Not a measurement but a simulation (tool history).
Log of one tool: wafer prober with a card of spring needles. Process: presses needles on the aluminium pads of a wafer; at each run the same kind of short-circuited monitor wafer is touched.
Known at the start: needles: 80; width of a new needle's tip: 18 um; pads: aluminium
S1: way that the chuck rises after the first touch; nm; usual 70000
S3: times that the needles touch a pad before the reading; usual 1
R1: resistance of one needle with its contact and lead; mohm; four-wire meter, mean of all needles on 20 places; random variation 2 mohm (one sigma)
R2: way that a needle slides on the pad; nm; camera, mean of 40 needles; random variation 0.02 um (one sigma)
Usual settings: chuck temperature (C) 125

{"run": 1, "day": 0.0, "S1": 70000, "chuck temperature (C)": 125, "S3": 1, "R1": 223, "R2": 15370}
{"day": 0.092, "done": "tips cleaned on abrasive film"}
{"day": 0.442, "done": "tips cleaned on abrasive film"}
{"day": 0.879, "done": "tips cleaned on abrasive film"}
{"day": 1.321, "done": "tips cleaned on abrasive film"}
{"run": 2, "day": 1.662, "S1": 70000, "chuck temperature (C)": 125, "S3": 1, "R1": 221, "R2": 15370}
{"day": 1.754, "done": "tips cleaned on abrasive film"}
{"day": 2.104, "done": "tips cleaned on abrasive film"}
{"day": 2.546, "done": "tips cleaned on abrasive film"}
{"day": 2.983, "done": "tips cleaned on abrasive film"}
{"day": 3.421, "done": "tips cleaned on abrasive film"}
{"day": 3.858, "done": "tips cleaned on abrasive film"}
{"day": 4.212, "done": "tips cleaned on abrasive film"}
{"day": 4.588, "done": "tips cleaned on abrasive film"}
{"run": 3, "day": 4.588, "S1": 70000, "chuck temperature (C)": 125, "S3": 3, "R1": 215, "R2": 15370}
{"day": 5.025, "done": "tips cleaned on abrasive film"}
{"day": 5.375, "done": "tips cleaned on abrasive film"}
{"day": 5.817, "done": "tips cleaned on abrasive film"}
{"day": 6.167, "done": "tips cleaned on abrasive film"}
{"day": 6.604, "done": "tips cleaned on abrasive film"}
{"day": 6.958, "done": "tips cleaned on abrasive film"}
{"day": 7.317, "done": "tips cleaned on abrasive film"}
{"run": 4, "day": 7.317, "S1": 52000, "chuck temperature (C)": 125, "S3": 1, "R1": 220, "R2": 11460}
{"day": 7.754, "done": "tips cleaned on abrasive film"}
{"day": 8.104, "done": "tips cleaned on abrasive film"}
{"day": 8.546, "done": "tips cleaned on abrasive film"}
{"day": 8.983, "done": "tips cleaned on abrasive film"}
{"day": 9.421, "done": "tips cleaned on abrasive film"}
{"day": 9.858, "done": "tips cleaned on abrasive film"}
{"day": 9.871, "done": "height of the first contact set anew"}
{"run": 5, "day": 10.071, "S1": 70000, "chuck temperature (C)": 125, "S3": 1, "R1": 216, "R2": 15420}
{"day": 10.25, "done": "tips cleaned on abrasive film"}
{"day": 10.688, "done": "tips cleaned on abrasive film"}
{"day": 11.042, "done": "tips cleaned on abrasive film"}
{"day": 11.479, "done": "tips cleaned on abrasive film"}
{"day": 11.917, "done": "tips cleaned on abrasive film"}
{"day": 12.267, "done": "tips cleaned on abrasive film"}
{"day": 12.708, "done": "tips cleaned on abrasive film"}
{"day": 13.146, "done": "tips cleaned on abrasive film"}
{"day": 13.583, "done": "tips cleaned on abrasive film"}
{"run": 6, "day": 13.729, "S1": 70000, "chuck temperature (C)": 125, "S3": 1, "R1": 219, "R2": 15450}
{"day": 13.996, "done": "tips cleaned on abrasive film"}
{"day": 14.433, "done": "tips cleaned on abrasive film"}
{"day": 14.871, "done": "tips cleaned on abrasive film"}
{"day": 15.312, "done": "tips cleaned on abrasive film"}
{"day": 15.662, "done": "tips cleaned on abrasive film"}
{"day": 16.1, "done": "tips cleaned on abrasive film"}
{"day": 16.538, "done": "tips cleaned on abrasive film"}
{"day": 16.912, "done": "tips cleaned on abrasive film"}
{"run": 7, "day": 16.912, "S1": 70000, "chuck temperature (C)": 125, "S3": 1, "R1": 214, "R2": 15480}
{"day": 17.354, "done": "tips cleaned on abrasive film"}
{"day": 17.704, "done": "tips cleaned on abrasive film"}
{"day": 18.054, "done": "tips cleaned on abrasive film"}
{"day": 18.492, "done": "tips cleaned on abrasive film"}
{"day": 18.933, "done": "tips cleaned on abrasive film"}
{"run": 8, "day": 18.946, "S1": 73000, "chuck temperature (C)": 125, "S3": 1, "R1": 217, "R2": 16150}
{"day": 19.296, "done": "tips cleaned on abrasive film"}
{"day": 19.738, "done": "tips cleaned on abrasive film"}
{"day": 20.088, "done": "tips cleaned on abrasive film"}
{"day": 20.525, "done": "tips cleaned on abrasive film"}
{"day": 20.875, "done": "tips cleaned on abrasive film"}
{"run": 9, "day": 21.083, "S1": 73000, "chuck temperature (C)": 101, "S3": 1, "R1": 212, "R2": 16160}
{"day": 21.262, "done": "tips cleaned on abrasive film"}
{"day": 21.7, "done": "tips cleaned on abrasive film"}
{"day": 22.138, "done": "tips cleaned on abrasive film"}
{"day": 22.575, "done": "tips cleaned on abrasive film"}
{"day": 22.762, "done": "height of the first contact set anew"}
{"day": 23.025, "done": "tips cleaned on abrasive film"}
{"day": 23.467, "done": "tips cleaned on abrasive film"}
{"run": 10, "day": 23.758, "S1": 73000, "chuck temperature (C)": 101, "S3": 1, "R1": 210, "R2": 16190}
{"day": 23.85, "done": "tips cleaned on abrasive film"}
{"day": 24.288, "done": "tips cleaned on abrasive film"}
{"day": 24.729, "done": "tips cleaned on abrasive film"}
{"day": 25.167, "done": "tips cleaned on abrasive film"}
{"day": 25.517, "done": "tips cleaned on abrasive film"}
{"run": 11, "day": 25.7, "S1": 70000, "chuck temperature (C)": 125, "S3": 2, "R1": 217, "R2": 15540}

5 ways to go on from here, each from the tool as it stands after run 11. What would each give?
{"day": 25.879, "done": "tips cleaned on abrasive film"}
{"day": 26.229, "done": "tips cleaned on abrasive film"}
{"day": 26.667, "done": "tips cleaned on abrasive film"}
{"day": 27.108, "done": "tips cleaned on abrasive film"}
{"day": 27.546, "done": "tips cleaned on abrasive film"}
{"day": 27.9, "done": "tips cleaned on abrasive film"}
{"run": "A", "day": 27.9, "S1": 70000, "chuck temperature (C)": 125, "S3": 1, "R1": "?", "R2": "?"}
{"day": 25.879, "done": "tips cleaned on abrasive film"}
{"day": 26.229, "done": "tips cleaned on abrasive film"}
{"day": 26.667, "done": "tips cleaned on abrasive film"}
{"day": 27.108, "done": "tips cleaned on abrasive film"}
{"day": 27.546, "done": "tips cleaned on abrasive film"}
{"day": 27.9, "done": "tips cleaned on abrasive film"}
{"run": "B", "day": 27.9, "S1": 66000, "chuck temperature (C)": 40, "S3": 1, "R1": "?", "R2": "?"}
{"day": 25.879, "done": "tips cleaned on abrasive film"}
{"day": 26.229, "done": "tips cleaned on abrasive film"}
{"day": 26.667, "done": "tips cleaned on abrasive film"}
{"day": 27.108, "done": "tips cleaned on abrasive film"}
{"day": 27.546, "done": "tips cleaned on abrasive film"}
{"day": 27.9, "done": "tips cleaned on abrasive film"}
{"run": "C", "day": 27.9, "S1": 54000, "chuck temperature (C)": 125, "S3": 1, "R1": "?", "R2": "?"}
{"day": 25.879, "done": "tips cleaned on abrasive film"}
{"day": 26.229, "done": "tips cleaned on abrasive film"}
{"day": 26.667, "done": "tips cleaned on abrasive film"}
{"day": 27.108, "done": "tips cleaned on abrasive film"}
{"day": 27.546, "done": "tips cleaned on abrasive film"}
{"day": 27.9, "done": "tips cleaned on abrasive film"}
{"run": "D", "day": 27.9, "S1": 70000, "chuck temperature (C)": 28, "S3": 1, "R1": "?", "R2": "?"}
{"day": 25.879, "done": "tips cleaned on abrasive film"}
{"day": 26.229, "done": "tips cleaned on abrasive film"}
{"day": 26.667, "done": "tips cleaned on abrasive film"}
{"day": 27.108, "done": "tips cleaned on abrasive film"}
{"day": 27.546, "done": "tips cleaned on abrasive film"}
{"day": 27.9, "done": "tips cleaned on abrasive film"}
{"run": "E", "day": 27.9, "S1": 70000, "chuck temperature (C)": 107, "S3": 3, "R1": "?", "R2": "?"}

run=A R1=219 R2=15530
run=B R1=200 R2=14640
run=C R1=221 R2=11960
run=D R1=197 R2=15550
run=E R1=213 R2=15530
Without the tool's hidden state the same runs would have given:
run=A R1=219 R2=15370
run=B R1=200 R2=14490
run=C R1=221 R2=11840
run=D R1=197 R2=15390
run=E R1=213 R2=15370
